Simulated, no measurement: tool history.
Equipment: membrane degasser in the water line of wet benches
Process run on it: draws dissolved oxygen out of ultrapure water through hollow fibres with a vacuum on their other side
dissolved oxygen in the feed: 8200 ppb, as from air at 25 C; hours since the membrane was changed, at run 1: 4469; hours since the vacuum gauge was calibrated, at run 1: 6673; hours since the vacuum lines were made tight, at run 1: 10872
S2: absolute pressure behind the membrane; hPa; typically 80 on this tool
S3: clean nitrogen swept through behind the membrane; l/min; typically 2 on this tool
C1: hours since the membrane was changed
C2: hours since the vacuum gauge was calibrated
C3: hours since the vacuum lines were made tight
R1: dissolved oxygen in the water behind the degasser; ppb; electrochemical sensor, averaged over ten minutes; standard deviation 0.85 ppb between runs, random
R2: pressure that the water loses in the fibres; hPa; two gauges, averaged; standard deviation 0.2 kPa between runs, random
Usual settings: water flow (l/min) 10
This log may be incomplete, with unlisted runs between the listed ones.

Run 1, hour 0: usual settings; C1 4469; C2 6673; C3 10872. Result: R1 93.6 ppb, R2 463.3 hPa.
Run 2, hour 311.6: usual settings; C1 4780; C2 6984; C3 11184. Result: R1 93.6 ppb, R2 464.6 hPa.
Run 3, hour 531.6: usual settings; C1 5000; C2 7204; C3 11404. Result: R1 96.4 ppb, R2 468.5 hPa.
Run 4, hour 719.2: usual settings; C1 5188; C2 7392; C3 11591. Result: R1 96.2 ppb, R2 470.3 hPa.
Run 5, hour 902.1: usual settings; C1 5371; C2 7575; C3 11774. Result: R1 95.2 ppb, R2 469.7 hPa.
Run 6, hour 1138.4: usual settings but S3 1.3 l/min; C1 5607; C2 7811; C3 12011. Result: R1 131.5 ppb, R2 469.5 hPa.
At hour 1363.2: seals of the vacuum lines changed.
Run 7, hour 1400.4: usual settings but S2 107.8 hPa; C1 5867; C2 8071; C3 37. Result: R1 126.6 ppb, R2 474.2 hPa.
Run 8, hour 1563.8: usual settings but S2 107.8 hPa; C1 6030; C2 8235; C3 201. Result: R1 125.5 ppb, R2 473.8 hPa.
At hour 1580.4: vacuum gauge calibrated.
Run 9, hour 1843.2: usual settings but water flow (l/min) 8, S2 75.1 hPa, S3 1.55 l/min; C1 6309; C2 263; C3 480. Result: R1 73.7 ppb, R2 375.5 hPa.
Run 10, hour 2054.9: usual settings but water flow (l/min) 9, S2 76.9 hPa, S3 1.5 l/min; C1 6521; C2 475; C3 691. Result: R1 92.9 ppb, R2 425.7 hPa.
Run 11, hour 2301.2: usual settings but water flow (l/min) 9, S2 76.9 hPa, S3 1.5 l/min; C1 6767; C2 721; C3 938. Result: R1 94.9 ppb, R2 422.5 hPa.
At hour 2344.8: vacuum gauge calibrated, once more.
Run 12, hour 2600.9: usual settings but S2 97.3 hPa, S3 2.81 l/min; C1 7067; C2 256; C3 1237. Result: R1 86.2 ppb, R2 475.5 hPa.
Run 13, hour 2858.8: usual settings but S2 93.2 hPa, S3 0.8 l/min; C1 7324; C2 514; C3 1495. Result: R1 206.7 ppb, R2 477.3 hPa.
Run 14, hour 3090.1: usual settings but S2 172 hPa, S3 4.37 l/min; C1 7556; C2 745; C3 1726. Result: R1 109.8 ppb, R2 474.4 hPa.
Run 15, hour 3374.6: usual settings but S2 172 hPa, S3 4.37 l/min; C1 7840; C2 1030; C3 2010. Result: R1 110.6 ppb, R2 474.4 hPa.

Forecast each of these 4 alternatives for the next run:
Run A, hour 3688.5: usual settings but S2 72.2 hPa, S3 1.34 l/min; C1 8154; C2 1344; C3 2324. Result: R1 ?, R2 ?.
Run B, hour 3688.5: usual settings but water flow (l/min) 13, S2 78.5 hPa, S3 4.37 l/min; C1 8154; C2 1344; C3 2324. Result: R1 ?, R2 ?.
Run C, hour 3688.5: usual settings but S2 73.1 hPa, S3 2.86 l/min; C1 8154; C2 1344; C3 2324. Result: R1 ?, R2 ?.
Run D, hour 3688.5: usual settings but water flow (l/min) 6, S2 91.5 hPa, S3 5.38 l/min; C1 8154; C2 1344; C3 2324. Result: R1 ?, R2 ?.

run     R1     R2
  A  102.6  478.9
  B  119.6  621.5
  C   66.9  480.1
  D   18.9  290.3
What these runs would have given with no unlogged condition in the tool:
run    R1     R2
  A  92.1  451.5
  B  98.3  585.9
  C  57.1  452.8
  D  17.4  273.8

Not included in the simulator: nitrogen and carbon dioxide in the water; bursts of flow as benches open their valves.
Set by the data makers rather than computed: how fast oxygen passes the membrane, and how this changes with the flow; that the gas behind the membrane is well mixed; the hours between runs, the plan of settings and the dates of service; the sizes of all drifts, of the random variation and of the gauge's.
